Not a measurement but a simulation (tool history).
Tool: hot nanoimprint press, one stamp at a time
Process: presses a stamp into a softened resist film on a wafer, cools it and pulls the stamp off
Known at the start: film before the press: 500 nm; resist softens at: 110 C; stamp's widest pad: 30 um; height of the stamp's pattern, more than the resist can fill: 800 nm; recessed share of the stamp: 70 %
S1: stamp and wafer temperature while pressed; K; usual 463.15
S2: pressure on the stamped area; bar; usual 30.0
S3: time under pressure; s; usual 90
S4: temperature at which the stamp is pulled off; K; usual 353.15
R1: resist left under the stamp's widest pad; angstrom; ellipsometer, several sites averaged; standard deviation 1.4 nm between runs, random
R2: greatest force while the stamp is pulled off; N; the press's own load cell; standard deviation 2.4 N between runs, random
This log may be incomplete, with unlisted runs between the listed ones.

run	day	S1	S2	S3	S4	R1	R2
1	0.000	463.15	30.0	90	353.15	2131	123
2	0.692	463.15	30.0	90	353.15	2159	125
3	1.412	463.15	30.0	90	353.15	2155	127
4	2.275	463.15	30.0	90	353.15	2162	131
5	2.771	463.15	30.0	90	353.15	2162	129
6	3.217	463.15	30.0	90	353.15	2167	132
7	3.650	463.15	30.0	90	353.15	2192	128
8	4.358	463.15	30.0	90	353.15	2157	138
9	4.967	463.15	30.0	90	353.15	2161	135
10	5.662	463.15	30.0	90	353.15	2139	133
11	6.300	463.15	30.0	90	353.15	2160	132
12	6.762	463.15	30.0	90	353.15	2184	135
13	7.638	463.15	30.0	90	353.15	2147	142
14	7.992	463.15	30.0	90	353.15	2183	136
15	8.383	461.15	47.1	90	359.15	1820	119
16	8.929	452.15	18.6	90	353.15	3707	136
17	9.317	452.15	18.6	90	353.15	3706	139
18	9.675	452.15	18.6	90	353.15	3745	132
19	10.112	474.15	25.1	115	349.15	1573	151
20	10.958	474.15	25.1	115	353.15	1560	142
21	11.446	463.15	45.8	134	353.15	1505	141

Run 22 is up next; what results do you expect?
22	12.100	463.15	19.4	82	353.15	?	?

Run 22 measured R1 2815 angstrom, R2 141 N.
If the tool had no hidden condition, the same run with the same run-to-run variation would have returned R1 2721 angstrom, R2 106 N.
